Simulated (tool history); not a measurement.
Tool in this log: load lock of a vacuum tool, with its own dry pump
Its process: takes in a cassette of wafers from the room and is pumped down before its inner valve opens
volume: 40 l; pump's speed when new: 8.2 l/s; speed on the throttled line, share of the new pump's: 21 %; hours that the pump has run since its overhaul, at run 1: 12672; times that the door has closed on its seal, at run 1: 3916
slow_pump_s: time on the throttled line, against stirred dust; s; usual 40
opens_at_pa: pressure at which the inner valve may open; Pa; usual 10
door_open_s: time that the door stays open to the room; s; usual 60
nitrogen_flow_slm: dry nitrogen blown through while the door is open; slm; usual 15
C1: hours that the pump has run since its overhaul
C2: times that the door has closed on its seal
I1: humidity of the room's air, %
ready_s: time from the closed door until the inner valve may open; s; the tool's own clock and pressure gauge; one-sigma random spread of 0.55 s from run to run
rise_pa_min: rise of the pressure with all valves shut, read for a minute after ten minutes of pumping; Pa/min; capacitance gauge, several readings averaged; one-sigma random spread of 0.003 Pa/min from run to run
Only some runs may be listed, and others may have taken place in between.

{"run": 1, "hour": 0.0, "slow_pump_s": 40, "opens_at_pa": 10, "door_open_s": 60, "nitrogen_flow_slm": 15, "C1": 12672, "C2": 3916, "I1": 41.7, "ready_s": 78.1, "rise_pa_min": 0.018}
{"hour": 87.4, "done": "dry pump taken out, an overhauled one fitted"}
{"run": 2, "hour": 444.4, "slow_pump_s": 40, "opens_at_pa": 10, "door_open_s": 60, "nitrogen_flow_slm": 15, "C1": 357, "C2": 4902, "I1": 45.8, "ready_s": 76.4, "rise_pa_min": 0.026}
{"run": 3, "hour": 764.0, "slow_pump_s": 40, "opens_at_pa": 10, "door_open_s": 60, "nitrogen_flow_slm": 15, "C1": 677, "C2": 5621, "I1": 47.3, "ready_s": 77.3, "rise_pa_min": 0.026}
{"run": 4, "hour": 1383.5, "slow_pump_s": 40, "opens_at_pa": 10, "door_open_s": 60, "nitrogen_flow_slm": 5, "C1": 1296, "C2": 7014, "I1": 45.7, "ready_s": 77.1, "rise_pa_min": 0.036}
{"run": 5, "hour": 1819.0, "slow_pump_s": 40, "opens_at_pa": 10, "door_open_s": 60, "nitrogen_flow_slm": 5, "C1": 1732, "C2": 7993, "I1": 42.3, "ready_s": 77.2, "rise_pa_min": 0.031}
{"run": 6, "hour": 2437.4, "slow_pump_s": 40, "opens_at_pa": 10, "door_open_s": 60, "nitrogen_flow_slm": 5, "C1": 2350, "C2": 9384, "I1": 45.1, "ready_s": 76.6, "rise_pa_min": 0.03}
{"run": 7, "hour": 2951.9, "slow_pump_s": 40, "opens_at_pa": 10, "door_open_s": 60, "nitrogen_flow_slm": 5, "C1": 2865, "C2": 10541, "I1": 45.1, "ready_s": 77.5, "rise_pa_min": 0.032}
{"run": 8, "hour": 3484.5, "slow_pump_s": 40, "opens_at_pa": 10, "door_open_s": 60, "nitrogen_flow_slm": 15, "C1": 3397, "C2": 11739, "I1": 45.3, "ready_s": 77.6, "rise_pa_min": 0.019}
{"run": 9, "hour": 3752.9, "slow_pump_s": 40, "opens_at_pa": 10, "door_open_s": 60, "nitrogen_flow_slm": 15, "C1": 3666, "C2": 12343, "I1": 45.6, "ready_s": 77.3, "rise_pa_min": 0.017}
{"run": 10, "hour": 4361.9, "slow_pump_s": 40, "opens_at_pa": 10, "door_open_s": 60, "nitrogen_flow_slm": 15, "C1": 4275, "C2": 13712, "I1": 44.7, "ready_s": 77.3, "rise_pa_min": 0.024}
{"run": 11, "hour": 5015.4, "slow_pump_s": 40, "opens_at_pa": 10, "door_open_s": 60, "nitrogen_flow_slm": 15, "C1": 4928, "C2": 15182, "I1": 48.2, "ready_s": 77.3, "rise_pa_min": 0.03}
{"run": 12, "hour": 5363.2, "slow_pump_s": 40, "opens_at_pa": 10, "door_open_s": 60, "nitrogen_flow_slm": 15, "C1": 5276, "C2": 15964, "I1": 45.7, "ready_s": 76.6, "rise_pa_min": 0.022}
{"run": 13, "hour": 5954.9, "slow_pump_s": 40, "opens_at_pa": 10, "door_open_s": 60, "nitrogen_flow_slm": 15, "C1": 5868, "C2": 17295, "I1": 47.6, "ready_s": 77.9, "rise_pa_min": 0.022}
{"run": 14, "hour": 6254.7, "slow_pump_s": 40, "opens_at_pa": 10, "door_open_s": 60, "nitrogen_flow_slm": 15, "C1": 6167, "C2": 17969, "I1": 44.1, "ready_s": 77, "rise_pa_min": 0.027}
{"run": 15, "hour": 6555.3, "slow_pump_s": 40, "opens_at_pa": 10, "door_open_s": 60, "nitrogen_flow_slm": 15, "C1": 6468, "C2": 18645, "I1": 41, "ready_s": 77.1, "rise_pa_min": 0.021}
{"run": 16, "hour": 7026.2, "slow_pump_s": 40, "opens_at_pa": 10, "door_open_s": 60, "nitrogen_flow_slm": 23, "C1": 6939, "C2": 19704, "I1": 44, "ready_s": 77.3, "rise_pa_min": 0.019}
{"run": 17, "hour": 7540.1, "slow_pump_s": 22, "opens_at_pa": 15, "door_open_s": 60, "nitrogen_flow_slm": 9, "C1": 7453, "C2": 20860, "I1": 44.4, "ready_s": 61.3, "rise_pa_min": 0.029}
{"run": 18, "hour": 7984.1, "slow_pump_s": 22, "opens_at_pa": 13, "door_open_s": 60, "nitrogen_flow_slm": 24, "C1": 7897, "C2": 21858, "I1": 43.6, "ready_s": 61.8, "rise_pa_min": 0.018}
{"run": 19, "hour": 8251.1, "slow_pump_s": 40, "opens_at_pa": 10, "door_open_s": 27, "nitrogen_flow_slm": 15, "C1": 8164, "C2": 22459, "I1": 47.4, "ready_s": 76.8, "rise_pa_min": 0.018}
{"run": 20, "hour": 8540.5, "slow_pump_s": 67, "opens_at_pa": 15, "door_open_s": 60, "nitrogen_flow_slm": 10, "C1": 8453, "C2": 23109, "I1": 45.8, "ready_s": 96.3, "rise_pa_min": 0.03}
{"run": 21, "hour": 9085.0, "slow_pump_s": 44, "opens_at_pa": 17, "door_open_s": 127, "nitrogen_flow_slm": 5, "C1": 8998, "C2": 24334, "I1": 43.2, "ready_s": 76.6, "rise_pa_min": 0.05}
{"run": 22, "hour": 9492.2, "slow_pump_s": 31, "opens_at_pa": 17, "door_open_s": 201, "nitrogen_flow_slm": 5, "C1": 9405, "C2": 25250, "I1": 48.1, "ready_s": 67.8, "rise_pa_min": 0.089}
{"hour": 9735.6, "done": "door's seal changed, seat wiped"}
{"run": 23, "hour": 10000.3, "slow_pump_s": 31, "opens_at_pa": 17, "door_open_s": 201, "nitrogen_flow_slm": 5, "C1": 9911, "C2": 595, "I1": 46.5, "ready_s": 66.2, "rise_pa_min": 0.079}
{"run": 24, "hour": 10647.2, "slow_pump_s": 42, "opens_at_pa": 9, "door_open_s": 59, "nitrogen_flow_slm": 9, "C1": 10558, "C2": 2050, "I1": 44.5, "ready_s": 78.6, "rise_pa_min": 0.026}
{"run": 25, "hour": 10937.9, "slow_pump_s": 23, "opens_at_pa": 9, "door_open_s": 59, "nitrogen_flow_slm": 21, "C1": 10849, "C2": 2704, "I1": 47.4, "ready_s": 63.9, "rise_pa_min": 0.021}
{"run": 26, "hour": 11386.0, "slow_pump_s": 23, "opens_at_pa": 9, "door_open_s": 59, "nitrogen_flow_slm": 21, "C1": 11297, "C2": 3711, "I1": 39.8, "ready_s": 64.1, "rise_pa_min": 0.016}
{"run": 27, "hour": 11714.3, "slow_pump_s": 23, "opens_at_pa": 9, "door_open_s": 59, "nitrogen_flow_slm": 21, "C1": 11625, "C2": 4450, "I1": 44.1, "ready_s": 64.2, "rise_pa_min": 0.018}

For each entry between runs, how does the tool's hidden state at the last listed run before it compare with that at the first listed run after it?
Between runs 1 and 2: dry pump taken out, an overhauled one fitted (hour 87.4)
  pump's speed, % of a new pump's: 99.9 -> 100; leak at the door's seal, Pa l/s: 0.0021 -> 0.0022
Between runs 22 and 23: door's seal changed, seat wiped (hour 9735.6)
  leak at the door's seal, Pa l/s: 0.0036 -> 0.002

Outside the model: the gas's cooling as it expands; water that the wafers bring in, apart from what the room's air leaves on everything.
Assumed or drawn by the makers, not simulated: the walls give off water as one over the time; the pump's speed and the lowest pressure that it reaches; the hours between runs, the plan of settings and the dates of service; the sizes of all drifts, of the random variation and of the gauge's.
